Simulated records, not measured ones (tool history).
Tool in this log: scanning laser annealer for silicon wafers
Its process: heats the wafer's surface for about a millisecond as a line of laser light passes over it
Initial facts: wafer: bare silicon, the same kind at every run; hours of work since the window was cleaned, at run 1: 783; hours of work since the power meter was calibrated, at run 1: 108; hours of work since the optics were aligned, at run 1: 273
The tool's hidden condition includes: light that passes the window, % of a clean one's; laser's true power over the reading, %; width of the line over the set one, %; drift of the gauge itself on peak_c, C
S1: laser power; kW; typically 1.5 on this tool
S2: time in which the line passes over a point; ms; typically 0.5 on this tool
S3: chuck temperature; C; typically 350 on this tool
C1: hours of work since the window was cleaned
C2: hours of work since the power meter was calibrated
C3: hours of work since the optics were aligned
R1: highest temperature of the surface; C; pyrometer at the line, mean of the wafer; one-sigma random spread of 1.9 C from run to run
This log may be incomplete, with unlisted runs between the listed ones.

run   hour     S1     S2   S3   C1   C2   C3    R1
  1      0    1.5    0.5  350  783  108  273  1113
  2   11.3    1.5    0.5  322  790  114  279  1082
  3   27.1    1.5    0.5  322  799  124  289  1085
  4     39    1.5    0.5  322  806  131  296  1083
  5   54.8   1.58    0.5  322  816  140  305  1129
  6   64.9   1.58    0.5  322  822  146  311  1129
  7   73.2   1.58  0.372  322  827  151  316  1011
      82.7  -- window over the wafer cleaned
  8     87   1.58  0.372  322    3  158  323  1051
  9  103.9   1.58  0.372  322   13  168  333  1052
 10  120.9   1.58  0.372  322   23  179  344  1052
 11  131.1    1.5    0.5  350   29  185  350  1157
 12  144.2    1.5    0.5  350   37  192  357  1157
 13  154.3  1.447    0.5  350   43  198  363  1123
 14  163.4    1.5  0.576  350   48  204  369  1224
 15  179.8  1.542  0.576  350   58  214  379  1251
 16  195.6  1.598  0.422  375   67  223  388  1162
 17  203.3  1.406    0.5  378   72  228  393  1126
 18  218.2  1.642    0.5  358   81  237  402  1253
 19  233.5  1.316  0.351  354   90  246  411   921
 20  241.8  1.379  0.503  354   95  251  416  1084
 21  255.8  1.467  0.503  334  103  259  424  1121
 22  263.8  1.488  0.553  388  108  264  429  1229

Estimate the outcome of run 23 from the log above:
 23  278.2  1.488  0.553  388  117  272  437   ?

Logged for run 23: R1 1227 C.
With the hidden condition absent and the run-to-run variation left alone, this run would have shown R1 1241 C.
